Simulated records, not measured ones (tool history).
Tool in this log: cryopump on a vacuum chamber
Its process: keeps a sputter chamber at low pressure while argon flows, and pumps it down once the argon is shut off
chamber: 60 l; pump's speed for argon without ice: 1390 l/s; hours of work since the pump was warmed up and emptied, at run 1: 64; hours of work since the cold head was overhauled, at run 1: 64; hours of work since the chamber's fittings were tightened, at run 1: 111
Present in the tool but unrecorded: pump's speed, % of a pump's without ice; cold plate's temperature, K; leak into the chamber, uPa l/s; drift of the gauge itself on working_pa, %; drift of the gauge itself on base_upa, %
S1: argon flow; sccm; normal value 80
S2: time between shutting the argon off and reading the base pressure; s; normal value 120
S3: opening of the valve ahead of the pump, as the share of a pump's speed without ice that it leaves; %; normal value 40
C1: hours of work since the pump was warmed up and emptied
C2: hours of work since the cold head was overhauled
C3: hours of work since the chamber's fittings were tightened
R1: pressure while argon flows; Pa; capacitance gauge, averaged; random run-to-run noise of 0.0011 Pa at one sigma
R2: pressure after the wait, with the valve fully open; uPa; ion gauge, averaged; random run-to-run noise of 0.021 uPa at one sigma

Run 1, day 0.000: usual settings; C1 64; C2 64; C3 111. Result: R1 0.2493 Pa, R2 0.60 uPa.
Run 2, day 0.521: usual settings; C1 69; C2 69; C3 116. Result: R1 0.2484 Pa, R2 0.62 uPa.
Run 3, day 0.992: usual settings; C1 74; C2 74; C3 121. Result: R1 0.2502 Pa, R2 0.59 uPa.
Run 4, day 1.788: usual settings but S1 97 sccm; C1 82; C2 82; C3 129. Result: R1 0.3039 Pa, R2 0.59 uPa.
Run 5, day 2.783: usual settings; C1 93; C2 93; C3 140. Result: R1 0.2492 Pa, R2 0.58 uPa.
Run 6, day 3.329: usual settings; C1 98; C2 98; C3 145. Result: R1 0.2503 Pa, R2 0.65 uPa.
Run 7, day 4.038: usual settings but S3 57 %; C1 106; C2 106; C3 153. Result: R1 0.1777 Pa, R2 0.62 uPa.
Run 8, day 4.592: usual settings; C1 111; C2 111; C3 158. Result: R1 0.2516 Pa, R2 0.67 uPa.
Run 9, day 5.429: usual settings; C1 120; C2 120; C3 167. Result: R1 0.2524 Pa, R2 0.64 uPa.
Run 10, day 6.471: usual settings; C1 131; C2 131; C3 178. Result: R1 0.2526 Pa, R2 0.67 uPa.
Run 11, day 7.000: usual settings but S2 282 s, S3 25 %; C1 136; C2 136; C3 183. Result: R1 0.4007 Pa, R2 0.56 uPa.
Run 12, day 7.608: usual settings but S1 157 sccm, S2 141 s, S3 16 %; C1 143; C2 143; C3 190. Result: R1 1.2231 Pa, R2 0.71 uPa.
Run 13, day 8.229: usual settings but S1 157 sccm, S2 141 s, S3 16 %; C1 149; C2 149; C3 196. Result: R1 1.2124 Pa, R2 0.69 uPa.
Run 14, day 9.221: usual settings but S1 157 sccm, S2 141 s, S3 16 %; C1 159; C2 159; C3 206. Result: R1 1.2182 Pa, R2 0.68 uPa.
Run 15, day 10.242: usual settings but S1 157 sccm, S2 141 s, S3 16 %; C1 170; C2 170; C3 217. Result: R1 1.2096 Pa, R2 0.72 uPa.
Run 16, day 11.083: usual settings but S1 157 sccm, S2 141 s, S3 16 %; C1 179; C2 179; C3 226. Result: R1 1.2253 Pa, R2 0.69 uPa.

Expected results for the next run?
Run 17, day 12.054: usual settings but S1 157 sccm, S2 141 s, S3 16 %; C1 189; C2 189; C3 236. Result: R1 ?, R2 ?.

Run 17 produced R1 1.2249 Pa, R2 0.77 uPa.
The same run, on a tool lacking any hidden state, would have yielded R1 1.1955 Pa, R2 0.43 uPa.
